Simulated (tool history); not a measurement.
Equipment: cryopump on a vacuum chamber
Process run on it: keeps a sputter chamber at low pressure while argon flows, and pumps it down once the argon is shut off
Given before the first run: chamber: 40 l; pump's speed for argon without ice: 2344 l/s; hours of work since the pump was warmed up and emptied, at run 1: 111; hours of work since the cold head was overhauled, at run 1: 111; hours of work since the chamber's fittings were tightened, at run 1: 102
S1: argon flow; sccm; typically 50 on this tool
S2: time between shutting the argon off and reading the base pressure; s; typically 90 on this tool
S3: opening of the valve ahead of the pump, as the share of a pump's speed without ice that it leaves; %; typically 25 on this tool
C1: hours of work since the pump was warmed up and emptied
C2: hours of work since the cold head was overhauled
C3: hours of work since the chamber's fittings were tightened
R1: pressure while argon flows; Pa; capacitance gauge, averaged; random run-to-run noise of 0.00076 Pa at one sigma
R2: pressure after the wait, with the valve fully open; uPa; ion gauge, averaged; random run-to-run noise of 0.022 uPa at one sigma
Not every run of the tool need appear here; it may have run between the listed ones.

{"run": 1, "hour": 0.0, "S1": 50, "S2": 90, "S3": 25, "C1": 111, "C2": 111, "C3": 102, "R1": 0.1443, "R2": 0.73}
{"run": 2, "hour": 26.4, "S1": 50, "S2": 90, "S3": 35, "C1": 135, "C2": 135, "C3": 126, "R1": 0.1051, "R2": 0.77}
{"run": 3, "hour": 73.0, "S1": 50, "S2": 90, "S3": 22, "C1": 176, "C2": 176, "C3": 167, "R1": 0.1663, "R2": 0.74}
{"run": 4, "hour": 102.9, "S1": 50, "S2": 90, "S3": 25, "C1": 203, "C2": 203, "C3": 194, "R1": 0.1461, "R2": 0.77}
{"run": 5, "hour": 144.6, "S1": 50, "S2": 90, "S3": 25, "C1": 240, "C2": 240, "C3": 231, "R1": 0.1471, "R2": 0.76}
{"run": 6, "hour": 187.9, "S1": 50, "S2": 90, "S3": 25, "C1": 279, "C2": 279, "C3": 270, "R1": 0.1481, "R2": 0.78}
{"run": 7, "hour": 228.1, "S1": 50, "S2": 76, "S3": 25, "C1": 315, "C2": 315, "C3": 306, "R1": 0.1473, "R2": 0.93}
{"run": 8, "hour": 265.1, "S1": 50, "S2": 76, "S3": 25, "C1": 348, "C2": 348, "C3": 339, "R1": 0.1496, "R2": 0.94}
{"run": 9, "hour": 295.9, "S1": 50, "S2": 63, "S3": 25, "C1": 376, "C2": 376, "C3": 366, "R1": 0.1482, "R2": 1.06}
{"run": 10, "hour": 338.9, "S1": 50, "S2": 75, "S3": 25, "C1": 414, "C2": 414, "C3": 405, "R1": 0.1488, "R2": 0.94}
{"run": 11, "hour": 370.9, "S1": 50, "S2": 75, "S3": 25, "C1": 443, "C2": 443, "C3": 434, "R1": 0.1489, "R2": 0.95}
{"run": 12, "hour": 404.3, "S1": 50, "S2": 75, "S3": 25, "C1": 473, "C2": 473, "C3": 463, "R1": 0.1494, "R2": 0.97}
{"run": 13, "hour": 426.9, "S1": 50, "S2": 75, "S3": 25, "C1": 493, "C2": 493, "C3": 484, "R1": 0.1482, "R2": 0.99}
{"run": 14, "hour": 478.4, "S1": 50, "S2": 82, "S3": 25, "C1": 539, "C2": 539, "C3": 530, "R1": 0.1498, "R2": 0.96}
{"run": 15, "hour": 507.4, "S1": 86, "S2": 242, "S3": 19, "C1": 565, "C2": 565, "C3": 556, "R1": 0.3398, "R2": 0.52}
{"run": 16, "hour": 549.0, "S1": 50, "S2": 90, "S3": 16, "C1": 602, "C2": 602, "C3": 593, "R1": 0.2322, "R2": 0.92}
{"run": 17, "hour": 598.3, "S1": 50, "S2": 90, "S3": 16, "C1": 646, "C2": 646, "C3": 637, "R1": 0.2322, "R2": 0.99}
{"hour": 637.4, "done": "pump warmed up, emptied and cooled again"}
{"run": 18, "hour": 652.4, "S1": 49, "S2": 68, "S3": 38, "C1": 13, "C2": 690, "C3": 681, "R1": 0.0936, "R2": 1.07}
{"run": 19, "hour": 695.4, "S1": 41, "S2": 24, "S3": 39, "C1": 52, "C2": 728, "C3": 719, "R1": 0.0762, "R2": 2.46}
{"run": 20, "hour": 726.4, "S1": 41, "S2": 30, "S3": 39, "C1": 80, "C2": 756, "C3": 747, "R1": 0.076, "R2": 2.07}
{"run": 21, "hour": 776.4, "S1": 41, "S2": 30, "S3": 39, "C1": 124, "C2": 801, "C3": 792, "R1": 0.0766, "R2": 2.01}
{"run": 22, "hour": 828.6, "S1": 41, "S2": 30, "S3": 39, "C1": 171, "C2": 847, "C3": 838, "R1": 0.0782, "R2": 2.04}
{"run": 23, "hour": 872.6, "S1": 41, "S2": 30, "S3": 39, "C1": 210, "C2": 887, "C3": 878, "R1": 0.0772, "R2": 2.16}
{"run": 24, "hour": 909.8, "S1": 85, "S2": 30, "S3": 18, "C1": 243, "C2": 920, "C3": 911, "R1": 0.3459, "R2": 2.14}
{"run": 25, "hour": 936.5, "S1": 85, "S2": 30, "S3": 18, "C1": 267, "C2": 944, "C3": 935, "R1": 0.3448, "R2": 2.12}
{"run": 26, "hour": 965.5, "S1": 42, "S2": 61, "S3": 18, "C1": 293, "C2": 970, "C3": 961, "R1": 0.1705, "R2": 1.31}

Some steps in R1 between neighbouring runs. How much of each would the tool show without its hidden state too (settings, what came in, random variation), and how much is left for the hidden state, with any gauge scatter that isn't in both results?
Unlogged tool condition in this case: pump's speed, % of a pump's without ice; cold plate's temperature, K; leak into the chamber, uPa l/s; drift of the gauge itself on working_pa, %; drift of the gauge itself on base_upa, %.
Run 14 -> 15: S1 50 -> 86, S2 82 -> 242, S3 25 -> 19. R1 +0.1900 Pa: hidden state +0.0051, all else +0.1849.
Run 17 -> 18: S1 50 -> 49, S2 90 -> 68, S3 16 -> 38, pump warmed up, emptied and cooled again. R1 -0.1386 Pa: hidden state -0.0072, all else -0.1314.
Run 23 -> 24: S1 41 -> 85, S3 39 -> 18. R1 +0.2687 Pa: hidden state +0.0029, all else +0.2658.

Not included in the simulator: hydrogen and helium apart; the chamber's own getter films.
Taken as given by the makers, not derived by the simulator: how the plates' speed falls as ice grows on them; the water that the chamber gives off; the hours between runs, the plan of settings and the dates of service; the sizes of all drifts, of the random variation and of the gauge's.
